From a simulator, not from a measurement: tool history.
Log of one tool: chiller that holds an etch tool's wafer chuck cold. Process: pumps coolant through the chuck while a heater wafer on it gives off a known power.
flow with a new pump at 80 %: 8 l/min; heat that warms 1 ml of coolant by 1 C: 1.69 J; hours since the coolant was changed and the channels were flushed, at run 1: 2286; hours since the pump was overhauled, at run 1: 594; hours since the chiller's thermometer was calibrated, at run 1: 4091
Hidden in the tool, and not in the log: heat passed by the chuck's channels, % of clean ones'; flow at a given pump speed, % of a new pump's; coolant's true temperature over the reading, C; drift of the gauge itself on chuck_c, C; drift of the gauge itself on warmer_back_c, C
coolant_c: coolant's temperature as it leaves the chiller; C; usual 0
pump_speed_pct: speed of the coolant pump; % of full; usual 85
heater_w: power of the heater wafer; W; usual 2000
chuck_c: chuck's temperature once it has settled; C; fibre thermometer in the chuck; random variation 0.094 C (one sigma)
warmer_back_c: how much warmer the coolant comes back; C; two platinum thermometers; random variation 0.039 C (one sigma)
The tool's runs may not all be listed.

run	hour	coolant_c	pump_speed_pct	heater_w	hours since the coolant was changed and the channels were flushed	hours since the pump was overhauled	hours since the chiller's thermometer was calibrated	chuck_c	warmer_back_c
1	0.0	0	85	2000	2286	594	4091	14.87	8.38
2	60.6	0	85	2000	2346	655	4151	14.92	8.28
3	95.0	0	85	2000	2381	689	4186	14.92	8.39
4	139.9	0	85	2000	2425	734	4231	14.88	8.34
5	205.9	0	85	2000	2492	800	4297	15.07	8.36
6	252.4	1	85	2000	2538	846	4343	15.99	8.39
7	285.2	1	85	2000	2571	879	4376	15.99	8.32
8	327.1	0	85	1497	2613	921	4418	11.10	6.29
9	389.6	0	85	1497	2675	983	4480	11.15	6.34
10	426.0	0	85	2000	2712	1020	4517	15.04	8.39
11	488.6	0	85	1496	2774	1082	4579	11.28	6.34
12	543.0	0	85	2000	2829	1137	4634	14.97	8.39
13	600.9	0	64	2000	2886	1195	4692	19.56	11.56
14	665.2	0	64	2000	2951	1259	4756	19.47	11.57
15	709.1	0	64	2000	2995	1303	4800	19.55	11.62
16	763.5	0	85	2000	3049	1357	4854	15.02	8.39
17	828.5	0	90	1202	3114	1422	4919	8.35	4.79
18	879.9	1	63	2000	3165	1474	4971	20.83	11.90
19	931.3	1	60	2000	3217	1525	5022	21.62	12.59
20	965.0	1	60	2000	3251	1559	5056	21.81	12.70
21	999.2	1	60	2000	3285	1593	5090	21.85	12.51
22	1028.8	-7	60	2802	3314	1623	5120	22.34	17.64
23	1056.5	4	90	2000	3342	1650	5147	18.34	7.92
24	1113.7	5	89	2000	3399	1708	5205	19.71	8.06
25	1180.3	5	85	2000	3466	1774	5271	20.24	8.56
26	1213.8	5	85	2000	3499	1808	5305	20.26	8.53
27	1247.3	1	72	1743	3533	1841	5338	16.37	8.95
28	1284.4	1	72	1743	3570	1878	5375	16.40	8.93
29	1315.4	1	63	1743	3601	1909	5406	18.37	10.51
# hour 1339.7: chiller's thermometer calibrated
30	1370.4	5	62	1313	3655	1963	31	18.67	7.96
31	1399.8	0	85	2685	3684	1993	60	21.30	11.45

Some steps in chuck_c between neighbouring runs. How much of each would the tool show without its hidden state too (settings, what came in, random variation), and how much is left for the hidden state, with any gauge scatter that isn't in both results?
Run 7 -> 8: coolant_c 1 -> 0, heater_w 2000 -> 1497. chuck_c -4.89 C: hidden state -0.17, all else -4.72.
Run 16 -> 17: pump_speed_pct 85 -> 90, heater_w 2000 -> 1202. chuck_c -6.67 C: hidden state -0.37, all else -6.30.
Run 17 -> 18: coolant_c 0 -> 1, pump_speed_pct 90 -> 63, heater_w 1202 -> 2000. chuck_c +12.48 C: hidden state +0.63, all else +11.85.
Run 22 -> 23: coolant_c -7 -> 4, pump_speed_pct 60 -> 90, heater_w 2802 -> 2000. chuck_c -4.00 C: hidden state -0.84, all else -3.16.
Run 30 -> 31: coolant_c 5 -> 0, pump_speed_pct 62 -> 85, heater_w 1313 -> 2685. chuck_c +2.63 C: hidden state +0.55, all else +2.08.
